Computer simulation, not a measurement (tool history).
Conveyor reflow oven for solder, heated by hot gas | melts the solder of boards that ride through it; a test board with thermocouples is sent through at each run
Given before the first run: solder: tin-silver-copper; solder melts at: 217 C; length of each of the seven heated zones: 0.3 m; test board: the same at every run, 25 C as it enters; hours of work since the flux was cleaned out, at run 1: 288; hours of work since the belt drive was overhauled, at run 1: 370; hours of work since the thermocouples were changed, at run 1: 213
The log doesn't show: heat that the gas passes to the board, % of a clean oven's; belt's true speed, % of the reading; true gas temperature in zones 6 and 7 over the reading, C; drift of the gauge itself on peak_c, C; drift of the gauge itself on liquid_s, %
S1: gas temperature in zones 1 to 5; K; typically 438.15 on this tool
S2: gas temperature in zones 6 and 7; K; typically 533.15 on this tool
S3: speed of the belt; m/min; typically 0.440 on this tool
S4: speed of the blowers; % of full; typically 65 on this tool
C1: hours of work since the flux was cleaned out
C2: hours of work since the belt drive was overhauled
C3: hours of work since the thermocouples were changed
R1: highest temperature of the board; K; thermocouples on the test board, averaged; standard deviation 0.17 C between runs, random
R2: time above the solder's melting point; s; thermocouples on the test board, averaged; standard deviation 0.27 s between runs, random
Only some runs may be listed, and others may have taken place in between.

{"run": 1, "hour": 0.0, "S1": 438.15, "S2": 533.15, "S3": 0.44, "S4": 65, "C1": 288, "C2": 370, "C3": 213, "R1": 514.45, "R2": 47.0}
{"run": 2, "hour": 16.1, "S1": 438.15, "S2": 533.15, "S3": 0.44, "S4": 65, "C1": 299, "C2": 382, "C3": 225, "R1": 514.45, "R2": 46.7}
{"run": 3, "hour": 34.7, "S1": 438.15, "S2": 533.15, "S3": 0.44, "S4": 65, "C1": 313, "C2": 395, "C3": 238, "R1": 514.25, "R2": 46.5}
{"run": 4, "hour": 54.4, "S1": 438.15, "S2": 533.15, "S3": 0.44, "S4": 65, "C1": 327, "C2": 410, "C3": 252, "R1": 514.15, "R2": 46.8}
{"run": 5, "hour": 84.6, "S1": 438.15, "S2": 533.15, "S3": 0.44, "S4": 65, "C1": 349, "C2": 431, "C3": 274, "R1": 514.05, "R2": 46.8}
{"run": 6, "hour": 122.5, "S1": 438.15, "S2": 533.15, "S3": 0.44, "S4": 65, "C1": 376, "C2": 459, "C3": 301, "R1": 514.15, "R2": 46.4}
{"run": 7, "hour": 153.6, "S1": 438.15, "S2": 542.15, "S3": 0.44, "S4": 65, "C1": 399, "C2": 481, "C3": 324, "R1": 521.35, "R2": 53.8}
{"run": 8, "hour": 171.8, "S1": 438.15, "S2": 542.15, "S3": 0.44, "S4": 65, "C1": 412, "C2": 494, "C3": 337, "R1": 521.25, "R2": 53.4}
{"run": 9, "hour": 190.7, "S1": 438.15, "S2": 542.15, "S3": 0.44, "S4": 65, "C1": 425, "C2": 508, "C3": 351, "R1": 520.95, "R2": 52.9}
{"run": 10, "hour": 221.1, "S1": 438.15, "S2": 533.15, "S3": 0.44, "S4": 65, "C1": 447, "C2": 530, "C3": 373, "R1": 513.55, "R2": 45.6}
{"hour": 234.5, "done": "flux residue cleaned out of gas plates and filters"}
{"run": 11, "hour": 253.2, "S1": 438.15, "S2": 533.15, "S3": 0.44, "S4": 65, "C1": 13, "C2": 550, "C3": 392, "R1": 517.35, "R2": 50.8}
{"run": 12, "hour": 286.0, "S1": 433.15, "S2": 533.15, "S3": 0.44, "S4": 65, "C1": 37, "C2": 573, "C3": 416, "R1": 516.25, "R2": 48.2}
{"run": 13, "hour": 301.5, "S1": 433.15, "S2": 533.15, "S3": 0.44, "S4": 65, "C1": 48, "C2": 584, "C3": 427, "R1": 516.35, "R2": 47.9}
{"run": 14, "hour": 331.6, "S1": 433.15, "S2": 533.15, "S3": 0.44, "S4": 65, "C1": 70, "C2": 606, "C3": 449, "R1": 515.85, "R2": 47.9}
{"run": 15, "hour": 350.6, "S1": 433.15, "S2": 533.15, "S3": 0.44, "S4": 65, "C1": 84, "C2": 620, "C3": 463, "R1": 515.95, "R2": 47.8}
{"run": 16, "hour": 384.4, "S1": 433.15, "S2": 545.15, "S3": 0.44, "S4": 65, "C1": 108, "C2": 644, "C3": 487, "R1": 526.35, "R2": 57.1}
{"run": 17, "hour": 416.3, "S1": 438.15, "S2": 527.15, "S3": 0.383, "S4": 81, "C1": 131, "C2": 667, "C3": 510, "R1": 518.55, "R2": 63.7}
{"run": 18, "hour": 437.7, "S1": 452.15, "S2": 533.15, "S3": 0.417, "S4": 65, "C1": 147, "C2": 683, "C3": 526, "R1": 520.45, "R2": 62.5}
{"run": 19, "hour": 473.6, "S1": 452.15, "S2": 533.15, "S3": 0.39, "S4": 56, "C1": 173, "C2": 709, "C3": 551, "R1": 520.05, "R2": 67.1}
{"run": 20, "hour": 495.7, "S1": 438.15, "S2": 533.15, "S3": 0.52, "S4": 65, "C1": 189, "C2": 725, "C3": 567, "R1": 509.75, "R2": 34.1}
{"hour": 501.4, "done": "belt drive overhauled, speed set with a stopwatch"}
{"run": 21, "hour": 534.2, "S1": 438.15, "S2": 533.15, "S3": 0.52, "S4": 65, "C1": 214, "C2": 24, "C3": 592, "R1": 509.85, "R2": 34.1}
{"run": 22, "hour": 556.8, "S1": 438.15, "S2": 533.15, "S3": 0.52, "S4": 65, "C1": 230, "C2": 40, "C3": 609, "R1": 509.75, "R2": 33.9}
{"run": 23, "hour": 574.2, "S1": 438.15, "S2": 533.15, "S3": 0.52, "S4": 65, "C1": 243, "C2": 53, "C3": 621, "R1": 509.45, "R2": 33.6}
{"run": 24, "hour": 606.0, "S1": 438.15, "S2": 533.15, "S3": 0.52, "S4": 65, "C1": 266, "C2": 76, "C3": 644, "R1": 509.65, "R2": 33.2}
{"run": 25, "hour": 624.4, "S1": 442.15, "S2": 533.15, "S3": 0.44, "S4": 66, "C1": 279, "C2": 89, "C3": 658, "R1": 516.95, "R2": 51.5}
{"run": 26, "hour": 647.1, "S1": 443.15, "S2": 538.15, "S3": 0.44, "S4": 76, "C1": 295, "C2": 105, "C3": 674, "R1": 523.85, "R2": 59.5}
{"run": 27, "hour": 678.0, "S1": 436.15, "S2": 538.15, "S3": 0.463, "S4": 76, "C1": 318, "C2": 128, "C3": 696, "R1": 520.65, "R2": 50.6}
{"run": 28, "hour": 694.5, "S1": 436.15, "S2": 548.15, "S3": 0.495, "S4": 76, "C1": 329, "C2": 140, "C3": 708, "R1": 526.35, "R2": 51.7}
{"hour": 717.4, "done": "belt drive overhauled, speed set with a stopwatch, once more"}
{"run": 29, "hour": 727.6, "S1": 444.15, "S2": 545.15, "S3": 0.409, "S4": 50, "C1": 350, "C2": 7, "C3": 729, "R1": 524.55, "R2": 62.4}
{"hour": 755.3, "done": "thermocouples of zones 6 and 7 changed"}
{"run": 30, "hour": 760.8, "S1": 444.15, "S2": 530.15, "S3": 0.409, "S4": 78, "C1": 373, "C2": 30, "C3": 4, "R1": 516.35, "R2": 58.2}
{"run": 31, "hour": 782.9, "S1": 436.15, "S2": 521.15, "S3": 0.478, "S4": 73, "C1": 389, "C2": 46, "C3": 20, "R1": 501.25, "R2": 25.7}

Below are 4 alternative next runs, each starting from the tool's condition after run 31. Predict each:
{"run": "A", "hour": 805.5, "S1": 436.15, "S2": 521.15, "S3": 0.418, "S4": 73, "C1": 405, "C2": 62, "C3": 36, "R1": "?", "R2": "?"}
{"run": "B", "hour": 805.5, "S1": 427.15, "S2": 521.15, "S3": 0.434, "S4": 60, "C1": 405, "C2": 62, "C3": 36, "R1": "?", "R2": "?"}
{"run": "C", "hour": 805.5, "S1": 432.15, "S2": 534.15, "S3": 0.425, "S4": 65, "C1": 405, "C2": 62, "C3": 36, "R1": "?", "R2": "?"}
{"run": "D", "hour": 805.5, "S1": 433.15, "S2": 533.15, "S3": 0.44, "S4": 65, "C1": 405, "C2": 62, "C3": 36, "R1": "?", "R2": "?"}

run=A R1=505.75 R2=38.5
run=B R1=499.25 R2=21.9
run=C R1=513.85 R2=45.6
run=D R1=511.65 R2=41.9
What these runs would have given with no unlogged condition in the tool:
run=A R1=509.15 R2=45.5
run=B R1=502.85 R2=29.7
run=C R1=517.65 R2=51.2
run=D R1=515.55 R2=47.7
